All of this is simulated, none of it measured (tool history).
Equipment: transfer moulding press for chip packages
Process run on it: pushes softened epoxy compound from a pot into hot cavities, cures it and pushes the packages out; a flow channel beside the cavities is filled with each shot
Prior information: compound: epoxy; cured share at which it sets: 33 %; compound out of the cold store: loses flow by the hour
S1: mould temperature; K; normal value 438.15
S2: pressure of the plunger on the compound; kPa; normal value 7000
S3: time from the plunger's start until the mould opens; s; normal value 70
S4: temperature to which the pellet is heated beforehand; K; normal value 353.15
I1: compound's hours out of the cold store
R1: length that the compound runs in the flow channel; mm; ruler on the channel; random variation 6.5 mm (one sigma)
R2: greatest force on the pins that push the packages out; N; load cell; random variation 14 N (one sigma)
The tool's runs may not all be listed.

run,day,S1,S2,S3,S4,I1,R1,R2
1,0,438.15,7000,70,353.15,17.2,907,688
# day 1.158: cavities cleaned with cleaning compound and waxed
2,2.517,438.15,7130,70,353.15,38.7,818,651
3,4.358,438.15,7000,62,353.15,28.8,851,952
# day 5.262: cavities cleaned with cleaning compound and waxed
4,6.958,438.15,7000,81,353.15,27.6,866,484
5,8.483,438.15,7000,81,353.15,28.1,860,504
# day 9.379: cavities cleaned with cleaning compound and waxed
# day 11.388: plunger's sealing rings changed
6,11.658,438.15,7000,93,353.15,12.9,949,451
# day 11.958: mould's thermocouples calibrated
# day 13.738: cavities cleaned with cleaning compound and waxed
7,13.783,438.15,7000,70,353.15,37.2,823,651
8,15.258,438.15,7000,70,353.15,35.2,820,640
# day 17.971: cavities cleaned with cleaning compound and waxed
9,18.688,438.15,7000,61,353.15,23.4,884,994
10,20.646,438.15,7000,61,353.15,20.6,898,1005
# day 22.05: cavities cleaned with cleaning compound and waxed
11,23.704,438.15,7000,61,353.15,22.6,895,995
# day 26.238: cavities cleaned with cleaning compound and waxed
12,26.617,438.15,7000,61,353.15,14.8,933,1050
13,28.504,438.15,7000,61,353.15,47.6,768,897
# day 29.812: plunger's sealing rings changed
# day 30.475: cavities cleaned with cleaning compound and waxed
14,32.104,438.15,7000,61,353.15,39.6,805,939
# day 34.646: cavities cleaned with cleaning compound and waxed
15,35.454,438.15,7000,70,346.15,16.5,911,734
16,38.025,438.15,7000,70,354.15,8.3,964,735
# day 38.767: cavities cleaned with cleaning compound and waxed
17,40.183,437.15,6070,64,352.15,29.8,799,928
18,42.604,438.15,5520,70,353.15,33.7,735,645
# day 42.862: cavities cleaned with cleaning compound and waxed
19,44.962,438.15,5520,70,353.15,21.1,788,700
# day 46.946: cavities cleaned with cleaning compound and waxed
20,47.371,438.15,5520,70,353.15,33.6,740,659
# day 48.133: plunger's sealing rings changed
21,48.925,438.15,5520,53,353.15,34.2,741,1417
# day 51.254: cavities cleaned with cleaning compound and waxed
22,51.708,442.15,7400,96,351.15,15.2,943,437
23,53.925,442.15,7400,96,351.15,25.5,894,425
# day 55.292: cavities cleaned with cleaning compound and waxed
24,56.771,442.15,7400,96,351.15,22.2,914,454
25,59.096,442.15,7400,96,351.15,15.2,946,446
# day 59.4: cavities cleaned with cleaning compound and waxed
26,61.479,432.15,7160,67,362.15,28.2,882,1101
# day 62.067: mould's thermocouples calibrated
# day 63.679: cavities cleaned with cleaning compound and waxed
27,63.946,438.15,5520,76,346.15,10.4,847,598

Each run again, without the hidden state but with its own random variation kept:
What the log doesn't record here: true mould temperature over the reading, C; pressure that reaches the compound, % of what is set; grip of the stained cavities, % over clean ones'; drift of the gauge itself on flow_mm, %; drift of the gauge itself on push_out_n, %.
run,R2
1,680
2,646
3,941
4,480
5,499
6,447
7,651
8,635
9,989
10,995
11,986
12,1045
13,888
14,931
15,730
16,727
17,921
18,637
19,693
20,657
21,1403
22,436
23,421
24,450
25,441
26,1090
27,596
For R1, the value without the hidden state is never more than 1 mm from the measured value.
